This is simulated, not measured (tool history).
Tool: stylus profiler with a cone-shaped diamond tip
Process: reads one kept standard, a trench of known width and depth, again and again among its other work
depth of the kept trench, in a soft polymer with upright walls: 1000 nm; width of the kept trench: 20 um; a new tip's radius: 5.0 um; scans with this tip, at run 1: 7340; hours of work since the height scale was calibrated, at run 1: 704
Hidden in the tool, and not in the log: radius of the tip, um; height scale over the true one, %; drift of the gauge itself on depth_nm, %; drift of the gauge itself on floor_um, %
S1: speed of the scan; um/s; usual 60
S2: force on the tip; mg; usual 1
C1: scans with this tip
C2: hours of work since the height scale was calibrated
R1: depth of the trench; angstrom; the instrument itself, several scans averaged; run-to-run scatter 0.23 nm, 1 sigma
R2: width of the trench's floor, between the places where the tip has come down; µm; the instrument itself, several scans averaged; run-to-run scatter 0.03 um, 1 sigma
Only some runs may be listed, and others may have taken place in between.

run,day,S1,S2,C1,C2,R1,R2
1,0,60,1,7340,704,10108.2,11.33
2,2.688,60,1,7811,749,10108.6,11.21
3,6.442,60,1,8470,812,10114.4,10.99
4,8.146,60,1,8769,841,10116.9,10.99
5,12.2,60,1,9480,909,10116.8,10.81
6,15.158,60,1,9999,959,10121.6,10.66
# day 15.421: height scale calibrated on a step standard
7,17.5,60,1,10406,35,10085.6,10.59
8,20.408,60,1,10916,84,10084.1,10.4
9,23.333,43,1.31,11430,133,10104.7,10.4
10,26.962,74,0.99,12066,194,10090.5,10.07
11,30.154,60,0.77,12626,248,10078.2,9.94
12,32.758,36,1.64,13083,292,10123.9,10.05
13,36.708,66,0.49,13776,358,10061.5,9.56
14,39.962,195,0.79,14347,413,10083.7,8.73
15,43.242,195,0.79,14922,468,10086.7,8.68

Alternative continuations, all from the tool just after run 15; predict every row:
A,44.896,80,0.44,15213,496,?,?
B,44.896,238,0.66,15213,496,?,?
C,44.896,55,1.24,15213,496,?,?
D,44.896,195,1.4,15213,496,?,?
E,44.896,135,2.21,15213,496,?,?

run,R1,R2
A,10061.7,9.12
B,10081.7,8.18
C,10114.6,9.46
D,10118.1,8.89
E,10161.8,9.26
What these runs would have given with no unlogged condition in the tool:
run,R1,R2
A,10047.7,13.41
B,10067.7,12.47
C,10100.5,13.74
D,10104,13.18
E,10147.6,13.55

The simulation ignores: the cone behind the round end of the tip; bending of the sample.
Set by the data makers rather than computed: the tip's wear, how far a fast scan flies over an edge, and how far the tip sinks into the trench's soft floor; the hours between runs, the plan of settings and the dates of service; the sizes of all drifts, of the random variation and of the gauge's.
